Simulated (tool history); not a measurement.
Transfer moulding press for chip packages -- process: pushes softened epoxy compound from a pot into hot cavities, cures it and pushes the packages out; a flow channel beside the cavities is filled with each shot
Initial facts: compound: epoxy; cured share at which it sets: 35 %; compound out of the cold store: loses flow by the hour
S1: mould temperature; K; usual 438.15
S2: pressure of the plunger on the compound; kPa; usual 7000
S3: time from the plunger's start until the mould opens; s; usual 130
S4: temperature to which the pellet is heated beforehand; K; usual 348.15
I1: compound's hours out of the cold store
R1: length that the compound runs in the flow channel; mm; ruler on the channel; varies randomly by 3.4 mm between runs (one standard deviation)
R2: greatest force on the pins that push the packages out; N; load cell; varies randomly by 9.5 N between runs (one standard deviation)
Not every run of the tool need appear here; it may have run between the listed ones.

run	day	S1	S2	S3	S4	I1	R1	R2
1	0.000	438.15	7000	130	348.15	22.7	963	653
2	1.292	438.15	7000	130	348.15	13.7	982	730
# day 1.904: cavities cleaned with cleaning compound and waxed
3	3.721	438.15	7000	130	348.15	17.0	969	645
4	5.317	438.15	7000	139	348.15	14.0	973	768
# day 5.796: cavities cleaned with cleaning compound and waxed
5	7.517	438.15	7000	139	348.15	33.6	930	617
# day 9.704: cavities cleaned with cleaning compound and waxed
6	9.779	438.15	7000	130	348.15	38.3	923	433
7	11.300	438.15	7000	130	348.15	46.7	903	621
8	12.829	438.15	7000	129	348.15	32.2	932	722
# day 13.500: cavities cleaned with cleaning compound and waxed
9	14.521	438.15	7000	129	348.15	27.4	937	551
10	16.696	438.15	7000	129	348.15	13.9	957	749
# day 17.129: plunger's sealing rings changed
# day 17.450: cavities cleaned with cleaning compound and waxed
11	18.604	438.15	7000	129	348.15	45.0	954	576
# day 21.250: cavities cleaned with cleaning compound and waxed
12	21.492	438.15	7000	112	352.15	46.0	937	503
13	23.033	442.15	7000	123	348.15	38.3	942	608
# day 25.012: cavities cleaned with cleaning compound and waxed
14	25.012	438.15	8040	130	348.15	45.1	1011	429
15	26.283	438.15	6490	130	347.15	14.2	958	579
16	27.538	441.15	6490	130	347.15	15.0	946	654
# day 28.912: cavities cleaned with cleaning compound and waxed
17	28.912	441.15	6490	130	347.15	21.0	928	443
18	31.162	435.15	6330	136	352.15	12.7	959	702
19	32.317	435.15	6330	136	352.15	47.9	893	748
# day 32.667: cavities cleaned with cleaning compound and waxed
20	34.921	438.15	7000	130	339.15	45.6	927	681
# day 36.433: cavities cleaned with cleaning compound and waxed
21	37.629	438.15	5480	130	342.15	23.1	857	572

Each row is a separate what-if for the run after 21, all from the same tool condition, not one after another. Results?
A	39.517	438.15	7000	134	348.15	22.7	?	?
B	39.517	438.15	5310	130	342.15	38.2	?	?
C	39.517	443.15	5480	149	351.15	34.1	?	?

run	R1	R2
A	970	717
B	815	749
C	818	704
The same runs, with their run-to-run variation unchanged, on a tool lacking any hidden condition would have given:
run	R1	R2
A	995	420
B	836	440
C	839	413
